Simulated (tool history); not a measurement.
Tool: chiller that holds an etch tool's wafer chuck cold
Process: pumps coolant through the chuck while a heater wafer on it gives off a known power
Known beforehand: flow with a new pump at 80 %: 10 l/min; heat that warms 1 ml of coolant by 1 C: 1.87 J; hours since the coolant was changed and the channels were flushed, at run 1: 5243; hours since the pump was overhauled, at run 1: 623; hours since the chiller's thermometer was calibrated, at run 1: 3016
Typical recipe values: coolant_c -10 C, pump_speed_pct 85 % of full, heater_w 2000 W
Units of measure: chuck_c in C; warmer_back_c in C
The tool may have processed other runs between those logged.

| run | hour | coolant_c | pump_speed_pct | heater_w | hours since the coolant was changed and the channels were flushed | hours since the pump was overhauled | hours since the chiller's thermometer was calibrated | chuck_c | warmer_back_c |
|---|---|---|---|---|---|---|---|---|---|
| 1 | 0.0 | -10 | 85 | 2000 | 5243 | 623 | 3016 | 2.8 | 6.12 |
| 2 | 27.8 | -10 | 89 | 2000 | 5271 | 651 | 3043 | 2.4 | 5.82 |
| 3 | 75.4 | -10 | 85 | 2000 | 5319 | 698 | 3091 | 3.0 | 6.05 |
| 4 | 120.6 | -10 | 85 | 2000 | 5364 | 744 | 3136 | 2.9 | 6.08 |
| 5 | 149.1 | -10 | 76 | 2000 | 5392 | 772 | 3165 | 3.9 | 6.82 |
|  | 165.7 | chiller's thermometer calibrated |
| 6 | 177.8 | -10 | 76 | 2000 | 5420 | 800 | 12 | 3.9 | 6.78 |
| 7 | 216.3 | -10 | 76 | 2689 | 5458 | 838 | 51 | 8.9 | 9.11 |
| 8 | 269.0 | -10 | 76 | 2689 | 5511 | 891 | 103 | 9.0 | 9.14 |
| 9 | 328.7 | -10 | 76 | 2689 | 5571 | 951 | 163 | 8.9 | 9.10 |
| 10 | 367.7 | -10 | 76 | 2689 | 5610 | 990 | 202 | 8.6 | 9.15 |
| 11 | 422.3 | -10 | 76 | 2689 | 5664 | 1044 | 257 | 8.9 | 9.14 |
| 12 | 475.0 | -10 | 76 | 2689 | 5717 | 1097 | 309 | 8.8 | 9.12 |
| 13 | 506.4 | -10 | 76 | 2689 | 5749 | 1128 | 341 | 9.0 | 9.07 |
| 14 | 533.5 | -10 | 85 | 2000 | 5776 | 1155 | 368 | 2.8 | 6.03 |
| 15 | 586.7 | -10 | 85 | 2000 | 5829 | 1209 | 421 | 2.9 | 6.08 |
| 16 | 619.4 | -10 | 85 | 2000 | 5862 | 1241 | 454 | 2.8 | 6.04 |
| 17 | 658.2 | -10 | 61 | 2000 | 5900 | 1280 | 493 | 6.5 | 8.48 |
| 18 | 705.3 | -10 | 76 | 1043 | 5947 | 1327 | 540 | -2.8 | 3.49 |
| 19 | 744.6 | -10 | 76 | 1043 | 5987 | 1367 | 579 | -2.7 | 3.50 |
| 20 | 772.5 | -12 | 82 | 2000 | 6015 | 1394 | 607 | 1.2 | 6.23 |
| 21 | 826.9 | -10 | 72 | 1098 | 6069 | 1449 | 661 | -2.0 | 3.91 |
| 22 | 873.8 | -10 | 72 | 1098 | 6116 | 1496 | 708 | -2.0 | 3.90 |
| 23 | 915.4 | -10 | 74 | 1179 | 6158 | 1537 | 750 | -1.5 | 4.08 |
| 24 | 956.6 | -10 | 74 | 1179 | 6199 | 1579 | 791 | -1.6 | 4.11 |
| 25 | 1012.0 | -6 | 63 | 1179 | 6254 | 1634 | 846 | 3.6 | 4.80 |
| 26 | 1054.8 | -14 | 77 | 2000 | 6297 | 1677 | 889 | -0.1 | 6.68 |
| 27 | 1109.3 | -14 | 77 | 2000 | 6351 | 1731 | 944 | -0.1 | 6.65 |
| 28 | 1146.6 | -14 | 77 | 2000 | 6389 | 1769 | 981 | -0.3 | 6.66 |
| 29 | 1200.3 | -10 | 79 | 2400 | 6442 | 1822 | 1035 | 6.3 | 7.83 |
| 30 | 1258.9 | -10 | 62 | 1404 | 6501 | 1881 | 1093 | 1.6 | 5.82 |
| 31 | 1293.5 | -10 | 62 | 1404 | 6536 | 1915 | 1128 | 1.3 | 5.82 |
| 32 | 1330.7 | -10 | 62 | 1404 | 6573 | 1953 | 1165 | 1.3 | 5.80 |
| 33 | 1389.9 | -11 | 97 | 1043 | 6632 | 2012 | 1224 | -5.0 | 2.75 |

For each entry between runs, how does the tool's hidden state at the last listed run before it compare with that at the first listed run after it?
Logged between run 5 and run 6: chiller's thermometer calibrated (hour 165.7)
  the hidden state is the same at both runs
